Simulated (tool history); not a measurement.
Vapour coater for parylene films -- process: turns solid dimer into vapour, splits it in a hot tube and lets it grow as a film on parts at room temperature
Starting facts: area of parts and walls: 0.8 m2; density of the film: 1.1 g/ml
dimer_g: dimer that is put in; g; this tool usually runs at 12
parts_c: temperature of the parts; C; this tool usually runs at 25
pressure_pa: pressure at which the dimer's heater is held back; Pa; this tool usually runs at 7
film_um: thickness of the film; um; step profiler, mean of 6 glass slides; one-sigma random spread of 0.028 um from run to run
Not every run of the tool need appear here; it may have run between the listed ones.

| run | hour | dimer_g | parts_c | pressure_pa | film_um |
|---|---|---|---|---|---|
| 1 | 0 | 12 | 25 | 7 | 6.34 |
| 2 | 24.8 | 12 | 25 | 7 | 6.37 |
| 3 | 54.4 | 12 | 18 | 7 | 8.55 |
| 4 | 90.2 | 12 | 25 | 7 | 6.29 |
| 5 | 127 | 12 | 20 | 7 | 7.77 |
| 6 | 148.1 | 12 | 25 | 7 | 6.25 |
| 7 | 171.2 | 12 | 20 | 2.76 | 9.65 |
| 8 | 198.2 | 6 | 24 | 2.76 | 4.05 |
| 9 | 222.5 | 12 | 31 | 8.96 | 4.51 |
| 10 | 243.7 | 18 | 30 | 8.96 | 7.1 |

Difference, measured minus no-hidden-state, one row per run. Run-to-run variation is common to both terms; the gauge's own scatter need not be:
What the log doesn't record here: vapour lost through the trap's worn valve, %; true temperature of the parts over the reading, C; drift of the gauge itself on film_um, %.
| run | film_um |
|---|---|
| 1 | -0.33 |
| 2 | -0.36 |
| 3 | -0.51 |
| 4 | -0.41 |
| 5 | -0.53 |
| 6 | -0.45 |
| 7 | -0.72 |
| 8 | -0.32 |
| 9 | -0.37 |
| 10 | -0.59 |
